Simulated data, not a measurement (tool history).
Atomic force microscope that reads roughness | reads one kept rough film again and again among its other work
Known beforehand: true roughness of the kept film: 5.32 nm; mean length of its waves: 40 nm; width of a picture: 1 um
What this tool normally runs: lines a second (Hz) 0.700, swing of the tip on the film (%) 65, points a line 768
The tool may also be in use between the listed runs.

run,hour,lines a second (Hz),swing of the tip on the film (%),points a line,roughness of the kept film (nm (root mean square))
1,0.0,0.700,65,768,4.806
2,56.9,0.700,65,768,4.512
3,101.6,0.700,65,768,4.372
4,134.8,0.700,65,768,4.289
5,179.3,0.700,65,768,4.122
6,213.6,0.700,65,393,4.038
7,246.0,0.700,65,393,3.925
# hour 269.0: new tip fitted
8,279.9,0.700,65,300,4.767
9,330.9,0.700,65,300,4.574
10,358.2,0.700,65,768,4.519
# hour 361.9: height scale calibrated on a step standard
11,383.5,0.700,86,768,4.214
12,410.2,2.508,85,768,3.590
13,442.5,2.508,85,768,3.502
14,491.3,1.216,73,768,3.899
15,522.2,0.903,56,768,4.002
16,548.1,0.903,56,768,3.934
# hour 551.8: new tip fitted
17,598.1,0.903,56,768,4.646
# hour 602.4: height scale calibrated on a step standard, once more
18,637.0,0.567,80,768,4.463
19,686.5,0.567,80,768,4.325
20,730.9,2.008,80,768,3.796
21,769.9,0.677,56,553,4.199

Estimate the outcome of run 22 from the log above:
22,793.7,0.677,56,553,?

roughness of the kept film (nm (root mean square)): 4.093
Were there no unlogged condition in the tool, this run, its random variation unchanged, would have produced roughness of the kept film (nm (root mean square)) 4.916.
